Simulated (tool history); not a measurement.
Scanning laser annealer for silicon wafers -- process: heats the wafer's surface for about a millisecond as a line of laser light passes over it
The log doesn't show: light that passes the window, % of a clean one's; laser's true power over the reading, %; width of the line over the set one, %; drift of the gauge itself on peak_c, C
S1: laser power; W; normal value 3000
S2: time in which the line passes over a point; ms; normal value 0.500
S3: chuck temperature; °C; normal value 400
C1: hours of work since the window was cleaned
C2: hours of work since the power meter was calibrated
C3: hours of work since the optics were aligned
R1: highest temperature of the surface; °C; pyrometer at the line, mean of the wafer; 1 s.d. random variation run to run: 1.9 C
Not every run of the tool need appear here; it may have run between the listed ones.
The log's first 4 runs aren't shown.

run   hour    S1     S2   S3   C1   C2    C3    R1
  5   26.1  3000  0.389  400  105  154  1109  1006
  6   35.4  3000  0.613  400  112  161  1116  1167
  7   42.2  3000  0.500  400  117  166  1121  1087
  8   52.1  3000  0.500  400  125  173  1129  1087
  9   58.1  3000  0.500  400  129  178  1133  1085
 10   64.9  3000  0.500  400  134  183  1138  1087
 11   69.3  3000  0.500  400  138  186  1142  1085
 12   74.1  3000  0.580  400  142  190  1145  1139
 13   78.8  3000  0.580  400  145  194  1149  1141
 14   86.5  3000  0.521  400  151  199  1155  1099
 15   92.4  3000  0.521  400  155  204  1159  1102
 16  101.0  3000  0.521  400  162  210  1166  1101
 17  110.1  3000  0.519  400  169  217  1173  1098
 18  116.7  3000  0.519  400  174  222  1178  1091
 19  124.1  3000  0.519  400  179  228  1183  1096
 20  130.7  3000  0.519  400  185  233  1188  1098
 21  136.8  3183  0.518  421  189  238  1193  1172
 22  142.7  2948  0.500  372  194  242  1197  1037
 23  147.7  3000  0.363  398  197  246  1201   978

Predict the results of run 24:
 24  152.0  3000  0.366  413  201  249  1205   ?

{"run 24": {"R1": 994}}
Were there no unlogged condition in the tool, this run, its random variation unchanged, would have produced R1 1023 °C.
